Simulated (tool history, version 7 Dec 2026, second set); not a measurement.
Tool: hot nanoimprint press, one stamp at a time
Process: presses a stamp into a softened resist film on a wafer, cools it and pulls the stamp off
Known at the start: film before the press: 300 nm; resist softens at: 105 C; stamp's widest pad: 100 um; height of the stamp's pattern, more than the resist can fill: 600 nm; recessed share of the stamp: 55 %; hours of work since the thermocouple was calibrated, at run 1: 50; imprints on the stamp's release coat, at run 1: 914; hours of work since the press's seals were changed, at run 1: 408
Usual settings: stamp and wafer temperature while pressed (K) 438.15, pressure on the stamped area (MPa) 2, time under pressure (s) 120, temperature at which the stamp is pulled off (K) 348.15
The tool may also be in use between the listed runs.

run    hour  stamp and wafer temperature while pressed (K)  pressure on the stamped area (MPa)  time under pressure (s)  temperature at which the stamp is pulled off (K)  hours of work since the thermocouple was calibrated  imprints on the stamp's release coat  hours of work since the press's seals were changed  resist left under the stamp's widest pad (Å)  greatest force while the stamp is pulled off (N)
  1       0                                         438.15                                   2                      120                                            348.15                                                   50                                   914                                                 408                                          1444                                               175
  2    55.4                                         438.15                                   2                      120                                            348.15                                                   88                                  1094                                                 446                                          1454                                               174
  3     122                                         438.15                                   2                      120                                            348.15                                                  133                                  1310                                                 492                                          1449                                               170
      147.5  -- stamp cleaned and given a new release coat
  4   199.8                                         438.15                                   2                       83                                            348.15                                                  183                                   170                                                 541                                          1626                                               171
  5   261.2                                         438.15                                   2                       83                                            348.15                                                  225                                   369                                                 583                                          1620                                               171
  6   299.6                                         438.15                                   2                       83                                            348.15                                                  251                                   494                                                 609                                          1623                                               175
  7   347.3                                         438.15                                   2                       83                                            348.15                                                  284                                   648                                                 642                                          1627                                               176
  8     422                                         438.15                                   2                      120                                            347.15                                                  335                                   891                                                 693                                          1446                                               178
      430.6  -- plate thermocouple calibrated
  9   483.9                                         438.15                                   2                      120                                            348.15                                                   37                                  1082                                                 734                                          1447                                               174
 10   562.8                                         438.15                                   2                      120                                            348.15                                                   91                                  1339                                                 788                                          1453                                               174
      574.8  -- stamp cleaned and given a new release coat
 11   650.3                                         438.15                                   2                      120                                            348.15                                                  147                                   245                                                 844                                          1442                                               177
      674.5  -- press's hydraulic seals changed and the load cell set to zero
 12   737.1                                         438.15                                2.35                      120                                            348.15                                                  201                                   501                                                  43                                          1328                                               171
 13   824.4                                         438.15                                2.35                      120                                            348.15                                                  260                                   785                                                 103                                          1317                                               170
 14   910.8                                         437.15                                   2                       80                                            348.15                                                  320                                  1065                                                 162                                          1685                                               170
      937.5  -- plate thermocouple calibrated
 15   962.1                                         437.15                                   2                       80                                            348.15                                                   17                                  1222                                                 195                                          1685                                               170
     1010.8  -- stamp cleaned and given a new release coat
 16  1027.3                                         427.15                                1.46                       82                                            344.15                                                   57                                    53                                                 236                                          2449                                               187
 17  1105.9                                         438.15                                3.11                       61                                            348.15                                                  111                                   309                                                 290                                          1400                                               171
 18  1193.4                                         443.15                                3.11                       90                                            337.15                                                  171                                   593                                                 350                                          1053                                               214
 19  1268.8                                         438.15                                1.46                      120                                            348.15                                                  223                                   838                                                 401                                          1707                                               175
 20  1330.1                                         438.15                                1.86                      100                                            348.15                                                  265                                  1037                                                 443                                          1594                                               171
 21  1420.3                                         431.15                                1.23                      100                                            349.15                                                  327                                  1330                                                 505                                          2289                                               169
     1438.6  -- stamp cleaned and given a new release coat
     1447.1  -- plate thermocouple calibrated
 22  1516.8                                         437.15                                2.02                      115                                            334.15                                                   48                                   244                                                 565                                          1507                                               216
 23  1595.9                                         437.15                                1.88                      115                                            346.15                                                  102                                   501                                                 619                                          1561                                               179

Forecast each of these 3 alternatives for the next run:
  A  1655.1                                         438.15                                   2                      125                                            341.15                                                  143                                   693                                                 660                                             ?                                                 ?
  B  1655.1                                         445.15                                1.39                       86                                            348.15                                                  143                                   693                                                 660                                             ?                                                 ?
  C  1655.1                                         438.15                                2.43                      120                                            348.15                                                  143                                   693                                                 660                                             ?                                                 ?

run  resist left under the stamp's widest pad (Å)  greatest force while the stamp is pulled off (N)
  A                                          1422                                               196
  B                                          1584                                               177
  C                                          1295                                               179
Without the tool's hidden state the same runs would have given:
run  resist left under the stamp's widest pad (Å)  greatest force while the stamp is pulled off (N)
  A                                          1421                                               195
  B                                          1583                                               176
  C                                          1294                                               178
